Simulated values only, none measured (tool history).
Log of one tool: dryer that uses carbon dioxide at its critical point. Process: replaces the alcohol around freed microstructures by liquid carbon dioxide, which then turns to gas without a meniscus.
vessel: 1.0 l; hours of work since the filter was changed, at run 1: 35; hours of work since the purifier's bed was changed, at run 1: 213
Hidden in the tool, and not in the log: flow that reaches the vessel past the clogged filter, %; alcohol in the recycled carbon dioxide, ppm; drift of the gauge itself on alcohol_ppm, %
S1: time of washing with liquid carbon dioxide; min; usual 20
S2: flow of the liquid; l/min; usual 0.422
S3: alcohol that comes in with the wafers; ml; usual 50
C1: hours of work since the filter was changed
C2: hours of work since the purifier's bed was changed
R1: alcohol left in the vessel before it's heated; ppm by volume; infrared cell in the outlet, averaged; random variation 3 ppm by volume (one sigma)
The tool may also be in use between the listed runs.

run	hour	S1	S2	S3	C1	C2	R1
1	0.0	20	0.422	50	35	213	117
2	20.5	20	0.422	50	47	225	120
3	43.1	20	0.422	43	60	238	104
4	54.3	20	0.422	43	67	245	104
5	66.5	20	0.422	22	74	252	60
6	87.4	20	0.422	22	86	264	66
7	107.8	20	0.422	50	98	276	125
8	125.9	20	0.422	50	109	287	123
9	139.5	20	0.422	50	117	295	127
10	152.1	20	0.422	50	125	303	128
11	168.1	20	0.422	50	134	312	123
12	186.0	20	0.422	50	145	323	127
13	199.9	20	0.422	50	153	331	123
14	213.3	20	0.422	50	161	339	127
15	227.5	15	0.422	50	169	347	540
16	238.6	15	0.422	50	176	354	552
17	251.8	15	0.422	50	184	362	546
18	261.8	20	0.395	50	190	368	189
19	277.3	20	0.395	50	199	377	192
20	297.9	20	0.395	50	211	389	193
21	310.2	20	0.395	50	218	396	193
22	328.7	20	0.395	50	229	407	194
23	347.1	20	0.395	50	240	418	192
24	368.8	20	0.395	50	253	431	195
25	384.8	20	0.355	98	262	440	651
26	394.6	31	0.422	50	268	446	22
27	407.4	31	0.422	50	276	454	26
28	429.5	20	0.284	35	289	467	657
29	439.6	20	0.284	35	295	473	667
30	460.7	20	0.284	35	307	485	657
31	479.0	20	0.284	35	318	496	669
32	498.0	20	0.518	35	329	507	50
33	515.7	21	0.422	51	340	518	123
34	533.0	16	0.683	93	350	528	64
35	545.9	24	0.683	93	357	535	25
36	557.4	24	0.683	93	364	542	28
37	568.6	25	0.370	50	371	549	101
38	578.4	22	0.314	50	377	555	419
39	588.7	22	0.314	50	383	561	422
40	601.0	22	0.314	50	390	568	417
41	618.3	24	0.550	38	400	578	32
# hour 632.6: inlet filter changed
42	633.0	20	0.422	28	0	586	81
43	644.0	20	0.425	25	7	593	71
44	653.7	20	0.425	25	12	599	76
45	664.6	19	0.422	50	19	605	164
46	687.8	28	0.414	31	33	619	35
47	700.5	20	0.422	62	40	626	150

Forecast each of these 3 alternatives for the next run:
A	718.8	24	0.695	50	51	637	?
B	718.8	20	0.401	50	51	637	?
C	718.8	16	0.446	52	51	637	?

run	R1
A	28
B	165
C	299
Without the tool's hidden state the same runs would have given:
run	R1
A	6
B	137
C	267

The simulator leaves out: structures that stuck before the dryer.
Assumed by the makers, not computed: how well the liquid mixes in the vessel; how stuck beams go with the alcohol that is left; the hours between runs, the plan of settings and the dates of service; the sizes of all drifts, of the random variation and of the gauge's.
